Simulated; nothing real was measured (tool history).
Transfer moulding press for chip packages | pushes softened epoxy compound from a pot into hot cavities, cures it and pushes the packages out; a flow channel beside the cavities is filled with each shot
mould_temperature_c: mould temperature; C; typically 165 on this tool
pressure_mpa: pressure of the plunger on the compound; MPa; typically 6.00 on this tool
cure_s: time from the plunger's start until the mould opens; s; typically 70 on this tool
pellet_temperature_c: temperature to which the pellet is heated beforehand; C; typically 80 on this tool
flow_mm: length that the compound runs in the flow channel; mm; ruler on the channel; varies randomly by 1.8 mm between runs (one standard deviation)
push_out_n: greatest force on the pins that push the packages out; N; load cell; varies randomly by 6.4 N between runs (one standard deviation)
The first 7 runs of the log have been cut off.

| run | hour | mould_temperature_c | pressure_mpa | cure_s | pellet_temperature_c | hours of work since the mould's thermocouples were calibrated | shots since the plunger's rings were changed | shots since the cavities were cleaned | incoming compound's hours out of the cold store | flow_mm | push_out_n |
|---|---|---|---|---|---|---|---|---|---|---|---|
| 8 | 69.5 | 165 | 4.61 | 70 | 80 | 67 | 353 | 397 | 16.2 | 668 | 255 |
| 9 | 77.8 | 165 | 6.00 | 70 | 86 | 72 | 455 | 499 | 32.0 | 708 | 247 |
| 10 | 83.0 | 165 | 6.00 | 70 | 86 | 75 | 518 | 562 | 25.0 | 729 | 254 |
| 11 | 88.6 | 165 | 6.00 | 70 | 86 | 78 | 586 | 630 | 13.8 | 774 | 248 |
| 12 | 93.9 | 165 | 6.00 | 70 | 86 | 81 | 651 | 695 | 31.3 | 710 | 243 |
| 13 | 100.4 | 165 | 6.00 | 70 | 80 | 85 | 729 | 773 | 15.0 | 762 | 266 |
| 14 | 105.8 | 165 | 6.00 | 70 | 80 | 88 | 795 | 839 | 47.8 | 661 | 246 |
| 15 | 115.2 | 165 | 6.00 | 70 | 80 | 93 | 910 | 954 | 18.5 | 757 | 247 |
|  | 121.0 | cavities cleaned with cleaning compound and waxed |
| 16 | 124.8 | 165 | 6.00 | 70 | 80 | 98 | 1008 | 46 | 10.6 | 784 | 259 |
| 17 | 136.9 | 158 | 4.57 | 79 | 83 | 104 | 1155 | 193 | 30.7 | 647 | 293 |

Expected results for the next run?
| 18 | 145.3 | 158 | 4.57 | 79 | 83 | 109 | 1258 | 296 | 42.0 | ? | ? |

{"run 18": {"flow_mm": 614, "push_out_n": 290}}
On a tool with no hidden condition, and with the same random variation, this run would have come out at flow_mm 614 mm, push_out_n 287 N.
